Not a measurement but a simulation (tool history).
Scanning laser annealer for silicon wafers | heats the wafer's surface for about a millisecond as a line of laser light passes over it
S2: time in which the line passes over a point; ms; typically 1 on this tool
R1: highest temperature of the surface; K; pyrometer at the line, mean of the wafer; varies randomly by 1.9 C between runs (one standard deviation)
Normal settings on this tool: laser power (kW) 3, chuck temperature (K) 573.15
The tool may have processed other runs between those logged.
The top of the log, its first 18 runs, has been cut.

run 19 day=27.804 | laser_power_(kW)=3 S2=1 chuck_temperature_(K)=573.15 | R1=1383.15
run 20 day=29.517 | laser_power_(kW)=2.677 S2=1 chuck_temperature_(K)=573.15 | R1=1292.15
run 21 day=30.992 | laser_power_(kW)=2.806 S2=1.12 chuck_temperature_(K)=610.15 | R1=1399.15
run 22 day=32.267 | laser_power_(kW)=3.137 S2=0.84 chuck_temperature_(K)=600.15 | R1=1382.15
run 23 day=33.2 | laser_power_(kW)=2.991 S2=0.74 chuck_temperature_(K)=610.15 | R1=1317.15
run 24 day=34.583 | laser_power_(kW)=2.571 S2=1.03 chuck_temperature_(K)=598.15 | R1=1292.15
run 25 day=36.575 | laser_power_(kW)=3.281 S2=0.99 chuck_temperature_(K)=571.15 | R1=1444.15
run 26 day=37.762 | laser_power_(kW)=3.294 S2=0.99 chuck_temperature_(K)=571.15 | R1=1448.15
run 27 day=38.7 | laser_power_(kW)=3.294 S2=0.99 chuck_temperature_(K)=571.15 | R1=1451.15
run 28 day=40.029 | laser_power_(kW)=3 S2=0.81 chuck_temperature_(K)=593.15 | R1=1324.15
run 29 day=41.962 | laser_power_(kW)=2.795 S2=0.81 chuck_temperature_(K)=579.15 | R1=1258.15
run 30 day=42.938 | laser_power_(kW)=3.019 S2=1.25 chuck_temperature_(K)=607.15 | R1=1485.15
run 31 day=44.45 | laser_power_(kW)=3.278 S2=0.81 chuck_temperature_(K)=541.15 | R1=1339.15
run 32 day=46.408 | laser_power_(kW)=3.248 S2=1 chuck_temperature_(K)=561.15 | R1=1423.15
run 33 day=47.642 | laser_power_(kW)=3.248 S2=1 chuck_temperature_(K)=561.15 | R1=1420.15
run 34 day=49.829 | laser_power_(kW)=3.117 S2=1 chuck_temperature_(K)=573.15 | R1=1392.15
run 35 day=50.804 | laser_power_(kW)=3.068 S2=0.96 chuck_temperature_(K)=536.15 | R1=1328.15
run 36 day=52.433 | laser_power_(kW)=3.039 S2=1 chuck_temperature_(K)=580.15 | R1=1375.15
run 37 day=54.504 | laser_power_(kW)=3.039 S2=1 chuck_temperature_(K)=580.15 | R1=1376.15
-- day=55.683 optics aligned, line set to its width
run 38 day=56.475 | laser_power_(kW)=3.136 S2=0.72 chuck_temperature_(K)=600.15 | R1=1322.15
run 39 day=57.612 | laser_power_(kW)=2.938 S2=1 chuck_temperature_(K)=573.15 | R1=1352.15
run 40 day=58.975 | laser_power_(kW)=2.938 S2=1 chuck_temperature_(K)=573.15 | R1=1349.15

Below are 3 alternative next runs, each starting from the tool's condition after run 40. Predict each:
run A day=60.929 | laser_power_(kW)=2.773 S2=1.03 chuck_temperature_(K)=553.15 | R1=?
run B day=60.929 | laser_power_(kW)=2.554 S2=0.73 chuck_temperature_(K)=573.15 | R1=?
run C day=60.929 | laser_power_(kW)=3 S2=1.17 chuck_temperature_(K)=573.15 | R1=?

run=A R1=1291.15
run=B R1=1160.15
run=C R1=1418.15
What these runs would have given with no unlogged condition in the tool:
run=A R1=1329.15
run=B R1=1189.15
run=C R1=1461.15

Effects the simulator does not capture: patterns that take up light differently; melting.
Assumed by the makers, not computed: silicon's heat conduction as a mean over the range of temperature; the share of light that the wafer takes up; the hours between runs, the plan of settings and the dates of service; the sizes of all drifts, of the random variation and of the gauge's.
